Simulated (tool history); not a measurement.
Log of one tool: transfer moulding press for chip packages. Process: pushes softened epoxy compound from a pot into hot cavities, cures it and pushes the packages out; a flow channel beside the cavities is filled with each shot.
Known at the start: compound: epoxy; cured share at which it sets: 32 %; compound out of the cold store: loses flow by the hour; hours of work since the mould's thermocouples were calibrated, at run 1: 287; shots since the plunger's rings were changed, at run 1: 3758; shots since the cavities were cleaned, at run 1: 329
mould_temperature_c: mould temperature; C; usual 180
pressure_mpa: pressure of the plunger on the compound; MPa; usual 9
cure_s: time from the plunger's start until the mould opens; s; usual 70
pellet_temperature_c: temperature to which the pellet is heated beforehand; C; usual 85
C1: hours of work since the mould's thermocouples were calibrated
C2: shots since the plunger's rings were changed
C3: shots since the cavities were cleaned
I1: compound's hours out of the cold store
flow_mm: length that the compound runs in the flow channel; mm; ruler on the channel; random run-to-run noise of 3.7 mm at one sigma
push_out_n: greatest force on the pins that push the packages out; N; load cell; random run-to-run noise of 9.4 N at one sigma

Run 1, day 0: usual settings; C1 287; C2 3758; C3 329; I1 37.4. Result: flow_mm 810 mm, push_out_n 422 N.
At day 0.4: plunger's sealing rings changed.
At day 0.754: cavities cleaned with cleaning compound and waxed.
Run 2, day 1.196: usual settings but cure_s 52 s; C1 302; C2 260; C3 157; I1 38.3. Result: flow_mm 806 mm, push_out_n 898 N.
At day 2.254: cavities cleaned with cleaning compound and waxed.
Run 3, day 2.304: usual settings but mould_temperature_c 182 C; C1 317; C2 630; C3 17; I1 29.7. Result: flow_mm 825 mm, push_out_n 381 N.
At day 3.6: mould's thermocouples calibrated.
Run 4, day 3.6: usual settings but mould_temperature_c 182 C; C1 0; C2 1060; C3 447; I1 24.6. Result: flow_mm 854 mm, push_out_n 404 N.
At day 3.904: cavities cleaned with cleaning compound and waxed.
Run 5, day 4.408: usual settings; C1 11; C2 1324; C3 178; I1 31. Result: flow_mm 827 mm, push_out_n 428 N.
At day 5.425: cavities cleaned with cleaning compound and waxed.
Run 6, day 5.692: usual settings but mould_temperature_c 178 C; C1 28; C2 1757; C3 95; I1 35.4. Result: flow_mm 826 mm, push_out_n 460 N.
At day 6.979: cavities cleaned with cleaning compound and waxed.
Run 7, day 6.988: usual settings; C1 45; C2 2194; C3 3; I1 41.9. Result: flow_mm 788 mm, push_out_n 421 N.
Run 8, day 7.742: usual settings; C1 56; C2 2461; C3 270; I1 14.3. Result: flow_mm 885 mm, push_out_n 434 N.
At day 8.554: cavities cleaned with cleaning compound and waxed.
Run 9, day 8.738: usual settings; C1 69; C2 2791; C3 65; I1 31.8. Result: flow_mm 827 mm, push_out_n 419 N.
Run 10, day 9.925: usual settings; C1 86; C2 3212; C3 486; I1 27.4. Result: flow_mm 842 mm, push_out_n 451 N.
At day 10.05: cavities cleaned with cleaning compound and waxed.
Run 11, day 10.554: usual settings; C1 94; C2 3413; C3 179; I1 10.6. Result: flow_mm 907 mm, push_out_n 443 N.
At day 11.546: cavities cleaned with cleaning compound and waxed.
Run 12, day 11.65: usual settings; C1 109; C2 3779; C3 37; I1 27.9. Result: flow_mm 834 mm, push_out_n 415 N.
At day 11.992: plunger's sealing rings changed.
Run 13, day 12.842: usual settings but cure_s 58 s; C1 124; C2 302; C3 423; I1 32.3. Result: flow_mm 825 mm, push_out_n 667 N.
At day 13.167: cavities cleaned with cleaning compound and waxed.
Run 14, day 13.996: usual settings but mould_temperature_c 173 C, cure_s 108 s; C1 140; C2 688; C3 293; I1 11.4. Result: flow_mm 926 mm, push_out_n 355 N.
At day 14.75: cavities cleaned with cleaning compound and waxed.
Run 15, day 15.146: usual settings but mould_temperature_c 172 C, pressure_mpa 7 MPa; C1 155; C2 1074; C3 140; I1 33.5. Result: flow_mm 745 mm, push_out_n 679 N.
At day 16.338: cavities cleaned with cleaning compound and waxed.
Run 16, day 16.338: usual settings but pressure_mpa 8.25 MPa, cure_s 82 s; C1 171; C2 1473; C3 0; I1 8.7. Result: flow_mm 876 mm, push_out_n 363 N.
Run 17, day 17.408: usual settings but pressure_mpa 8.07 MPa, cure_s 100 s, pellet_temperature_c 79 C; C1 186; C2 1853; C3 380; I1 30.5. Result: flow_mm 786 mm, push_out_n 342 N.
At day 17.896: cavities cleaned with cleaning compound and waxed.
Run 18, day 18.442: usual settings but mould_temperature_c 174 C, pressure_mpa 9.89 MPa, pellet_temperature_c 84 C; C1 200; C2 2197; C3 194; I1 10. Result: flow_mm 978 mm, push_out_n 639 N.
Run 19, day 19.296: usual settings but cure_s 53 s, pellet_temperature_c 90 C; C1 212; C2 2500; C3 497; I1 38.3. Result: flow_mm 800 mm, push_out_n 784 N.
At day 19.479: cavities cleaned with cleaning compound and waxed.
Run 20, day 20.458: usual settings but mould_temperature_c 174 C, cure_s 53 s, pellet_temperature_c 89 C; C1 228; C2 2890; C3 347; I1 12.9. Result: flow_mm 915 mm, push_out_n 1230 N.
At day 20.992: cavities cleaned with cleaning compound and waxed.
Run 21, day 21.329: usual settings but mould_temperature_c 174 C, pressure_mpa 10.86 MPa, cure_s 53 s, pellet_temperature_c 89 C; C1 239; C2 3176; C3 120; I1 40.8. Result: flow_mm 895 mm, push_out_n 1108 N.
Run 22, day 22.321: usual settings but mould_temperature_c 174 C, pressure_mpa 10.86 MPa, cure_s 53 s, pellet_temperature_c 89 C; C1 253; C2 3527; C3 471; I1 41.6. Result: flow_mm 886 mm, push_out_n 1126 N.
At day 22.583: cavities cleaned with cleaning compound and waxed.
Run 23, day 23.183: usual settings but cure_s 99 s, pellet_temperature_c 84 C; C1 264; C2 3811; C3 213; I1 42.2. Result: flow_mm 784 mm, push_out_n 323 N.
At day 23.408: plunger's sealing rings changed.
Run 24, day 23.858: usual settings but cure_s 96 s, pellet_temperature_c 76 C; C1 272; C2 160; C3 415; I1 43.7. Result: flow_mm 783 mm, push_out_n 334 N.
At day 24.225: cavities cleaned with cleaning compound and waxed.
Run 25, day 24.629: usual settings but mould_temperature_c 181 C, pressure_mpa 10.68 MPa, cure_s 80 s, pellet_temperature_c 76 C; C1 282; C2 410; C3 143; I1 35.5. Result: flow_mm 881 mm, push_out_n 353 N.
Run 26, day 25.521: usual settings but mould_temperature_c 181 C, pressure_mpa 10.68 MPa, cure_s 80 s, pellet_temperature_c 76 C; C1 295; C2 726; C3 459; I1 22.8. Result: flow_mm 941 mm, push_out_n 367 N.

Below are 5 alternative next runs, each starting from the tool's condition after run 26. Predict each:
At day 25.767: cavities cleaned with cleaning compound and waxed.
Run A, day 26.588: usual settings but mould_temperature_c 181 C, pressure_mpa 10.68 MPa, cure_s 80 s, pellet_temperature_c 94 C; C1 309; C2 1082; C3 291; I1 27.2. Result: flow_mm ?, push_out_n ?.
At day 25.767: cavities cleaned with cleaning compound and waxed.
Run B, day 26.588: usual settings but pressure_mpa 7.2 MPa; C1 309; C2 1082; C3 291; I1 33.4. Result: flow_mm ?, push_out_n ?.
At day 25.767: cavities cleaned with cleaning compound and waxed.
Run C, day 26.588: usual settings but mould_temperature_c 178 C, pressure_mpa 7.67 MPa, cure_s 56 s, pellet_temperature_c 76 C; C1 309; C2 1082; C3 291; I1 25.5. Result: flow_mm ?, push_out_n ?.
At day 25.767: cavities cleaned with cleaning compound and waxed.
Run D, day 26.588: usual settings but mould_temperature_c 181 C, pressure_mpa 9.81 MPa, cure_s 80 s, pellet_temperature_c 88 C; C1 309; C2 1082; C3 291; I1 8.7. Result: flow_mm ?, push_out_n ?.
At day 25.767: cavities cleaned with cleaning compound and waxed.
Run E, day 26.588: usual settings but mould_temperature_c 181 C, pressure_mpa 10.68 MPa, cure_s 80 s, pellet_temperature_c 76 C; C1 309; C2 1082; C3 291; I1 17.9. Result: flow_mm ?, push_out_n ?.

run  flow_mm  push_out_n
  A      909         353
  B      733         431
  C      787         903
  D      950         354
  E      948         360
Without the tool's hidden state the same runs would have given:
run  flow_mm  push_out_n
  A      910         349
  B      733         426
  C      788         892
  D      951         350
  E      949         356
